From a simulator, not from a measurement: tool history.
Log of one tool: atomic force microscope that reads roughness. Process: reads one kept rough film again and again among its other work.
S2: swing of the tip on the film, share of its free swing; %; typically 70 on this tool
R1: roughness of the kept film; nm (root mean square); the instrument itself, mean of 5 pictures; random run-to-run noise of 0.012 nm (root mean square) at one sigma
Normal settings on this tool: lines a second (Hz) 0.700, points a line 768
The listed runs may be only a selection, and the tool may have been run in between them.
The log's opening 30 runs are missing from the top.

{"run": 31, "hour": 1303.7, "lines a second (Hz)": 2.864, "S2": 70, "points a line": 612, "R1": 1.338}
{"hour": 1311.5, "done": "new tip fitted"}
{"run": 32, "hour": 1365.0, "lines a second (Hz)": 2.864, "S2": 70, "points a line": 612, "R1": 1.37}
{"hour": 1375.1, "done": "new tip fitted"}
{"run": 33, "hour": 1413.0, "lines a second (Hz)": 1.19, "S2": 89, "points a line": 768, "R1": 1.565}
{"hour": 1439.3, "done": "new tip fitted"}
{"run": 34, "hour": 1440.4, "lines a second (Hz)": 2.779, "S2": 70, "points a line": 862, "R1": 2.543}
{"run": 35, "hour": 1497.2, "lines a second (Hz)": 0.809, "S2": 87, "points a line": 268, "R1": 1.413}
{"hour": 1501.9, "done": "new tip fitted"}
{"run": 36, "hour": 1542.9, "lines a second (Hz)": 0.809, "S2": 87, "points a line": 268, "R1": 1.578}
{"hour": 1563.8, "done": "new tip fitted"}
{"run": 37, "hour": 1603.9, "lines a second (Hz)": 2.664, "S2": 87, "points a line": 268, "R1": 1.313}
{"hour": 1628.3, "done": "new tip fitted"}
{"run": 38, "hour": 1639.7, "lines a second (Hz)": 3.052, "S2": 65, "points a line": 366, "R1": 2.177}
{"hour": 1690.7, "done": "new tip fitted"}
{"run": 39, "hour": 1690.7, "lines a second (Hz)": 0.591, "S2": 65, "points a line": 1014, "R1": 2.918}

Below are 3 alternative next runs, each starting from the tool's condition after run 39. Predict each:
{"hour": 1752.0, "done": "new tip fitted"}
{"run": "A", "hour": 1752.0, "lines a second (Hz)": 1.418, "S2": 64, "points a line": 1014, "R1": "?"}
{"hour": 1752.0, "done": "new tip fitted"}
{"run": "B", "hour": 1752.0, "lines a second (Hz)": 0.591, "S2": 85, "points a line": 597, "R1": "?"}
{"hour": 1752.0, "done": "new tip fitted"}
{"run": "C", "hour": 1752.0, "lines a second (Hz)": 1.787, "S2": 65, "points a line": 1014, "R1": "?"}

run=A R1=2.833
run=B R1=2.765
run=C R1=2.810
Without the tool's unlogged condition, the same runs would have read:
run=A R1=2.844
run=B R1=2.776
run=C R1=2.821

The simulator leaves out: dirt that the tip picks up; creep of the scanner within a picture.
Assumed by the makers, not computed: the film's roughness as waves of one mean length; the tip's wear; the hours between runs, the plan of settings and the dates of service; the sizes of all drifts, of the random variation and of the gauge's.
